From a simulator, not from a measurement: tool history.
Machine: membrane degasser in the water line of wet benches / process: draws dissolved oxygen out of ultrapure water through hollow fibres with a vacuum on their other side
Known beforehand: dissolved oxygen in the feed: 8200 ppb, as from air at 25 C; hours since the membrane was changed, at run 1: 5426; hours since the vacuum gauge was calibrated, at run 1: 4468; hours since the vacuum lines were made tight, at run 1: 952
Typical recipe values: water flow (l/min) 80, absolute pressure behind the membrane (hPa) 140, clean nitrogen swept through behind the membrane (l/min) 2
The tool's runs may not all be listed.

run,hour,water flow (l/min),absolute pressure behind the membrane (hPa),clean nitrogen swept through behind the membrane (l/min),hours since the membrane was changed,hours since the vacuum gauge was calibrated,hours since the vacuum lines were made tight,dissolved oxygen in the water behind the degasser (ppb),pressure that the water loses in the fibres (hPa)
1,0,80,140,2,5426,4468,952,803.3,263
2,156.3,80,140,2,5583,4624,1108,801.7,262.3
3,263.9,80,140,2,5690,4732,1216,802.6,258.8
4,382.3,80,140,2,5809,4850,1334,799.7,262
5,560.6,80,140,2,5987,5029,1512,802.6,260.9
6,707.8,80,140,2,6134,5176,1659,804.4,262.8
7,791,80,140,2,6217,5259,1743,805.4,263.3
8,886.9,80,140,2,6313,5355,1838,806.1,261
9,1018.2,80,140,5.79,6445,5486,1970,339.2,261.2
10,1217.1,69,140,2,6643,5685,2169,719,225.2
11,1377.3,69,140,2,6804,5845,2329,720.7,225.4
12,1502.6,69,293,2,6929,5971,2454,1563.4,228.2
13,1627.1,69,293,2,7053,6095,2579,1570,228.7
14,1811.7,80,140,5.79,7238,6280,2763,339.3,268.1
# hour 1991.6: vacuum gauge calibrated
15,1991.6,80,140,5.79,7417,0,2943,339,263.5
16,2104.4,110,140,2,7530,113,3055,1016.2,360
17,2211.6,49,114,0.82,7638,220,3163,831.6,162.6
18,2406.1,49,114,0.82,7832,414,3357,834.3,164.1
19,2603.1,108,192,0.82,8029,612,3554,2381.9,356.5
20,2787,108,192,0.82,8213,795,3738,2411.3,357.7
21,2956.1,51,192,3.03,8382,965,3907,581,168.8
22,3102.3,51,192,3.03,8528,1111,4053,582.8,167
23,3188.8,119,308,3.74,8615,1197,4140,1567.9,394
24,3344,80,112,2,8770,1352,4295,614.1,262.8
25,3548.7,80,140,1.47,8975,1557,4500,1014.8,261.5
26,3675.2,79,140,2.59,9101,1684,4626,660.2,257.9
27,3879,79,140,2.59,9305,1887,4830,663.9,259.4
28,4073.5,79,140,2.59,9499,2082,5025,664.1,259.9
29,4276.5,59,110,2,9702,2285,5228,473.5,191.3

Entry by entry between the runs, the difference in hidden state between the last listed run before and the first listed run after:
From run 14 to run 15: vacuum gauge calibrated (hour 1991.6)
  true pressure behind the membrane over the reading, kPa: 0.01 -> 0; drift of the gauge itself on oxygen_ppb, %: 0.67 -> 0.74
  measured minus no-state result, dissolved oxygen in the water behind the degasser (ppb): +2.7 -> +2.6
